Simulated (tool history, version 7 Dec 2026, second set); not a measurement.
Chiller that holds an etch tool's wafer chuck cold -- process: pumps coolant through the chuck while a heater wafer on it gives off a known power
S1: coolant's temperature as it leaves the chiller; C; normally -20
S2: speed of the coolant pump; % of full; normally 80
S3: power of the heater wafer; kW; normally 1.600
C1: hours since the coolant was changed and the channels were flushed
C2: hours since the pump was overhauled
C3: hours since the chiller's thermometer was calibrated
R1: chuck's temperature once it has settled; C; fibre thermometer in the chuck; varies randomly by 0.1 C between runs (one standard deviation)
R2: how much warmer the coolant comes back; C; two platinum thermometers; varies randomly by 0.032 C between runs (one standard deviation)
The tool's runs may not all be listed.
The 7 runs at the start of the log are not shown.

run,day,S1,S2,S3,C1,C2,C3,R1,R2
8,37.100,-20,80,1.370,2437,3415,890,-2.2,3.45
9,41.688,-20,96,1.600,2547,3525,1001,-1.4,3.27
10,48.850,-20,96,1.600,2719,3697,1172,-1.2,3.30
11,52.496,-20,96,1.600,2806,3784,1260,-1.3,3.33
12,56.479,-20,96,1.600,2902,3880,1355,-0.9,3.31
13,62.379,-20,96,1.600,3044,4022,1497,-1.1,3.30
14,67.262,-20,96,1.600,3161,4139,1614,-1.1,3.34
15,71.750,-20,96,1.600,3268,4247,1722,-0.9,3.30
16,78.433,-12,80,1.600,3429,4407,1882,9.7,4.00
17,84.962,-12,80,1.600,3586,4564,2039,9.6,4.04
18,92.088,-14,62,0.984,3757,4735,2210,1.5,3.25
19,98.671,-20,85,1.600,3915,4893,2368,0.9,3.82
20,104.612,-20,81,1.600,4057,5035,2511,1.4,4.07
21,111.742,-20,81,1.600,4228,5206,2682,1.8,4.06
22,117.683,-20,81,1.600,4371,5349,2824,1.9,3.99
23,121.812,-27,64,2.086,4470,5448,2923,6.3,6.73
24,126.662,-23,80,0.846,4586,5564,3040,-11.3,2.17
25,132.042,-25,86,1.600,4715,5694,3169,-3.6,3.77

Run 26 comes next. What will it give?
26,139.067,-25,86,1.600,4884,5862,3338,?,?

{"run 26": {"R1": -3.6, "R2": 3.81}}
Were there no unlogged condition in the tool, this run, its random variation unchanged, would have produced R1 -6.7 C, R2 3.48 C.
